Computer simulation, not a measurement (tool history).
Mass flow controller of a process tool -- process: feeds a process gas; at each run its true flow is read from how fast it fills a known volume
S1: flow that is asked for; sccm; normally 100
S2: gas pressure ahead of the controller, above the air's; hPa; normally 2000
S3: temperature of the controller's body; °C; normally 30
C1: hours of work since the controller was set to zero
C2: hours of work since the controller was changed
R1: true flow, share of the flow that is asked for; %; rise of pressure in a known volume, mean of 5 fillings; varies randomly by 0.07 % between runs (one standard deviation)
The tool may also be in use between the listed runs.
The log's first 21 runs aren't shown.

{"run": 22, "hour": 4262.9, "S1": 100, "S2": 2000, "S3": 31, "C1": 1246, "C2": 7605, "R1": 100.19}
{"run": 23, "hour": 4385.1, "S1": 100, "S2": 1980, "S3": 22, "C1": 1304, "C2": 7663, "R1": 101.03}
{"run": 24, "hour": 4562.2, "S1": 100, "S2": 1640, "S3": 30, "C1": 1389, "C2": 7747, "R1": 100.51}
{"run": 25, "hour": 4693.5, "S1": 69, "S2": 1500, "S3": 22, "C1": 1451, "C2": 7810, "R1": 101.31}
{"run": 26, "hour": 4939.8, "S1": 69, "S2": 1500, "S3": 22, "C1": 1569, "C2": 7928, "R1": 101.4}
{"run": 27, "hour": 5208.5, "S1": 47, "S2": 1600, "S3": 22, "C1": 1697, "C2": 8056, "R1": 101.61}
{"run": 28, "hour": 5342.6, "S1": 126, "S2": 1720, "S3": 33, "C1": 1761, "C2": 8120, "R1": 100.25}
{"run": 29, "hour": 5501.5, "S1": 120, "S2": 2000, "S3": 25, "C1": 1837, "C2": 8196, "R1": 100.96}
{"run": 30, "hour": 5750.4, "S1": 45, "S2": 2380, "S3": 30, "C1": 1955, "C2": 8314, "R1": 100.87}
{"run": 31, "hour": 5897.6, "S1": 38, "S2": 2000, "S3": 24, "C1": 2026, "C2": 8384, "R1": 102.01}
{"run": 32, "hour": 6143.4, "S1": 38, "S2": 2000, "S3": 24, "C1": 2143, "C2": 8502, "R1": 102.08}
{"run": 33, "hour": 6285.1, "S1": 100, "S2": 2140, "S3": 30, "C1": 2211, "C2": 8569, "R1": 100.63}
{"run": 34, "hour": 6536.6, "S1": 139, "S2": 2000, "S3": 30, "C1": 2331, "C2": 8689, "R1": 100.6}
{"run": 35, "hour": 6691.6, "S1": 139, "S2": 2000, "S3": 30, "C1": 2404, "C2": 8763, "R1": 100.83}
{"run": 36, "hour": 6902.4, "S1": 30, "S2": 2670, "S3": 26, "C1": 2505, "C2": 8864, "R1": 102.63}
{"run": 37, "hour": 7164.7, "S1": 20, "S2": 2040, "S3": 25, "C1": 2630, "C2": 8989, "R1": 104.56}
{"run": 38, "hour": 7306.1, "S1": 20, "S2": 2040, "S3": 25, "C1": 2698, "C2": 9056, "R1": 104.68}
{"run": 39, "hour": 7430.6, "S1": 20, "S2": 2040, "S3": 25, "C1": 2757, "C2": 9116, "R1": 104.83}
{"run": 40, "hour": 7655.6, "S1": 100, "S2": 1530, "S3": 30, "C1": 2864, "C2": 9223, "R1": 101.14}
{"run": 41, "hour": 7814.9, "S1": 20, "S2": 1720, "S3": 39, "C1": 2940, "C2": 9299, "R1": 103.7}
{"run": 42, "hour": 8080.7, "S1": 20, "S2": 1720, "S3": 28, "C1": 3067, "C2": 9426, "R1": 105.0}
{"run": 43, "hour": 8262.9, "S1": 24, "S2": 2670, "S3": 30, "C1": 3154, "C2": 9513, "R1": 103.8}

Below are 3 alternative next runs, each starting from the tool's condition after run 43. Predict each:
{"run": "A", "hour": 8392.7, "S1": 36, "S2": 1950, "S3": 37, "C1": 3216, "C2": 9575, "R1": "?"}
{"run": "B", "hour": 8392.7, "S1": 151, "S2": 2680, "S3": 31, "C1": 3216, "C2": 9575, "R1": "?"}
{"run": "C", "hour": 8392.7, "S1": 37, "S2": 2260, "S3": 38, "C1": 3216, "C2": 9575, "R1": "?"}

run=A R1=102.05
run=B R1=100.84
run=C R1=101.65
Stripped of hidden state, with their random variation kept, the same runs would have yielded:
run=A R1=97.58
run=B R1=98.80
run=C R1=97.27
